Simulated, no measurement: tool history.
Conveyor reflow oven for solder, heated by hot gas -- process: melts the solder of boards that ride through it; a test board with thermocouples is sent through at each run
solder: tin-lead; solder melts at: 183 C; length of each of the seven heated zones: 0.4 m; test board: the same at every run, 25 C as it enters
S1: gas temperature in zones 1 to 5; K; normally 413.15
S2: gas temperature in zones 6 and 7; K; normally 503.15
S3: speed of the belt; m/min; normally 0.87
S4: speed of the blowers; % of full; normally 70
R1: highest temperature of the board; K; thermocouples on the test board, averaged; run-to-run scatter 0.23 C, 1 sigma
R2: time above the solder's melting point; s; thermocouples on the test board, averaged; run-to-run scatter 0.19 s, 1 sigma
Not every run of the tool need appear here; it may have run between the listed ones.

{"run": 1, "hour": 0.0, "S1": 413.15, "S2": 503.15, "S3": 0.87, "S4": 70, "R1": 489.95, "R2": 42.1}
{"run": 2, "hour": 5.0, "S1": 413.15, "S2": 503.15, "S3": 0.87, "S4": 70, "R1": 490.15, "R2": 41.9}
{"run": 3, "hour": 9.5, "S1": 413.15, "S2": 503.15, "S3": 0.87, "S4": 70, "R1": 490.25, "R2": 42.2}
{"run": 4, "hour": 17.3, "S1": 413.15, "S2": 503.15, "S3": 0.87, "S4": 70, "R1": 490.55, "R2": 42.1}
{"run": 5, "hour": 25.1, "S1": 413.15, "S2": 503.15, "S3": 0.87, "S4": 70, "R1": 490.05, "R2": 42.3}
{"run": 6, "hour": 31.4, "S1": 409.15, "S2": 503.15, "S3": 0.729, "S4": 57, "R1": 492.55, "R2": 50.8}
{"run": 7, "hour": 40.7, "S1": 409.15, "S2": 497.15, "S3": 0.908, "S4": 78, "R1": 483.85, "R2": 36.2}
{"run": 8, "hour": 51.4, "S1": 409.15, "S2": 497.15, "S3": 0.908, "S4": 78, "R1": 483.95, "R2": 36.4}
{"run": 9, "hour": 56.2, "S1": 412.15, "S2": 503.15, "S3": 0.87, "S4": 79, "R1": 491.45, "R2": 42.7}
{"run": 10, "hour": 64.1, "S1": 412.15, "S2": 503.15, "S3": 0.87, "S4": 79, "R1": 491.15, "R2": 42.7}

Removed from this log: 1 entry logged between the listed runs. Between which two listed runs does each belong, and how does the tool's hidden state at the listed run before it compare with that at the listed run after it?
Between runs 7 and 8: belt drive overhauled, speed set with a stopwatch (hour 45.3)
  heat that the gas passes to the board, % of a clean oven's: 95.1 -> 95; belt's true speed, % of the reading: 99.68 -> 99.49; true gas temperature in zones 6 and 7 over the reading, C: 0.9 -> 0.91
